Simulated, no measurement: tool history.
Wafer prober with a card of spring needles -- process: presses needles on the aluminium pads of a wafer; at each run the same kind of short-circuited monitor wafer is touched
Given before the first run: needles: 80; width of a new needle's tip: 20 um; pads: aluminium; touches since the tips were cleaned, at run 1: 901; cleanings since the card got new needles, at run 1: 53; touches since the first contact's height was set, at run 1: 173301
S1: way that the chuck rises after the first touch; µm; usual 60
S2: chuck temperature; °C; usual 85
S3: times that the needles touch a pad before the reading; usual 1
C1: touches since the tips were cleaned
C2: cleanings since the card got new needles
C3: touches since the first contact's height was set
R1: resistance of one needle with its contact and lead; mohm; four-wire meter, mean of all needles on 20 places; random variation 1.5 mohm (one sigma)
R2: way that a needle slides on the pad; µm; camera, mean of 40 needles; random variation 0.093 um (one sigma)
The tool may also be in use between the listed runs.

run 1 hour=0 | S1=60 S2=85 S3=1 | C1=901 C2=53 C3=173301 | R1=146 R2=10.22
-- hour=7.2 tips cleaned on abrasive film
run 2 hour=16.5 | S1=60 S2=34 S3=1 | C1=2460 C2=54 C3=177632 | R1=136 R2=10.14
-- hour=17.7 tips cleaned on abrasive film
-- hour=28.7 tips cleaned on abrasive film
run 3 hour=30.1 | S1=60 S2=34 S3=1 | C1=359 C2=56 C3=181148 | R1=137 R2=10.29
-- hour=39.5 tips cleaned on abrasive film
run 4 hour=46.2 | S1=60 S2=34 S3=1 | C1=1783 C2=57 C3=185380 | R1=137 R2=10.37
-- hour=50.4 tips cleaned on abrasive film
-- hour=61.8 tips cleaned on abrasive film
run 5 hour=63.4 | S1=60 S2=34 S3=1 | C1=414 C2=59 C3=189842 | R1=135 R2=10.33
-- hour=72.6 tips cleaned on abrasive film
run 6 hour=76.6 | S1=60 S2=85 S3=1 | C1=1058 C2=60 C3=193314 | R1=144 R2=9.99
-- hour=83 tips cleaned on abrasive film
run 7 hour=89.2 | S1=60 S2=85 S3=1 | C1=1651 C2=61 C3=196609 | R1=146 R2=10.22
-- hour=94.2 tips cleaned on abrasive film
-- hour=104.6 tips cleaned on abrasive film
run 8 hour=106.4 | S1=60 S2=85 S3=1 | C1=463 C2=63 C3=201076 | R1=147 R2=9.98
-- hour=115.2 tips cleaned on abrasive film
run 9 hour=123.3 | S1=60 S2=85 S3=1 | C1=2151 C2=64 C3=205509 | R1=143 R2=10.04
-- hour=125.6 tips cleaned on abrasive film
-- hour=136 tips cleaned on abrasive film
run 10 hour=137 | S1=60 S2=85 S3=1 | C1=251 C2=66 C3=209051 | R1=146 R2=10.18
-- hour=147 tips cleaned on abrasive film
run 11 hour=149.6 | S1=60 S2=85 S3=1 | C1=701 C2=67 C3=212364 | R1=145 R2=10.1
-- hour=158.6 tips cleaned on abrasive film
run 12 hour=165.6 | S1=60 S2=85 S3=1 | C1=1851 C2=68 C3=216555 | R1=148 R2=10.35
-- hour=169.3 tips cleaned on abrasive film
run 13 hour=174 | S1=60 S2=41 S3=1 | C1=1225 C2=69 C3=218727 | R1=138 R2=10.41
-- hour=181.1 tips cleaned on abrasive film
run 14 hour=181.4 | S1=75 S2=85 S3=1 | C1=100 C2=70 C3=220669 | R1=141 R2=12.83
-- hour=192.4 tips cleaned on abrasive film
run 15 hour=197.9 | S1=75 S2=85 S3=1 | C1=1440 C2=71 C3=224981 | R1=145 R2=12.82
-- hour=202.8 tips cleaned on abrasive film
run 16 hour=207.8 | S1=60 S2=85 S3=1 | C1=1317 C2=72 C3=227557 | R1=148 R2=10.29
-- hour=214.4 tips cleaned on abrasive film
-- hour=222.8 height of the first contact set anew
run 17 hour=224.7 | S1=60 S2=85 S3=1 | C1=2619 C2=73 C3=491 | R1=144 R2=10.16
-- hour=225.7 tips cleaned on abrasive film
run 18 hour=234.1 | S1=60 S2=85 S3=1 | C1=2224 C2=74 C3=2957 | R1=146 R2=10.21
-- hour=236.1 tips cleaned on abrasive film
run 19 hour=244.5 | S1=60 S2=28 S3=1 | C1=2211 C2=75 C3=5651 | R1=137 R2=10.27
-- hour=246.9 tips cleaned on abrasive film
run 20 hour=255.4 | S1=64 S2=91 S3=1 | C1=2254 C2=76 C3=8512 | R1=148 R2=10.99
-- hour=257.8 tips cleaned on abrasive film
-- hour=268.9 tips cleaned on abrasive film
run 21 hour=271.4 | S1=64 S2=91 S3=1 | C1=642 C2=78 C3=12666 | R1=145 R2=10.81
-- hour=279.6 tips cleaned on abrasive film
run 22 hour=281.1 | S1=64 S2=91 S3=1 | C1=406 C2=79 C3=15215 | R1=146 R2=10.88
-- hour=290.9 tips cleaned on abrasive film
run 23 hour=292.6 | S1=68 S2=89 S3=1 | C1=463 C2=80 C3=18213 | R1=145 R2=11.76
-- hour=301.3 tips cleaned on abrasive film
run 24 hour=303.8 | S1=68 S2=69 S3=2 | C1=656 C2=81 C3=21130 | R1=141 R2=11.73

Predict the results of run 25:
-- hour=311.6 tips cleaned on abrasive film
run 25 hour=319.1 | S1=42 S2=113 S3=1 | C1=1974 C2=82 C3=25130 | R1=? R2=?

Run 25 yielded R1 165 mohm, R2 7.36 µm.
The same run, on a tool lacking any hidden state, would have yielded R1 164 mohm, R2 7.36 µm.
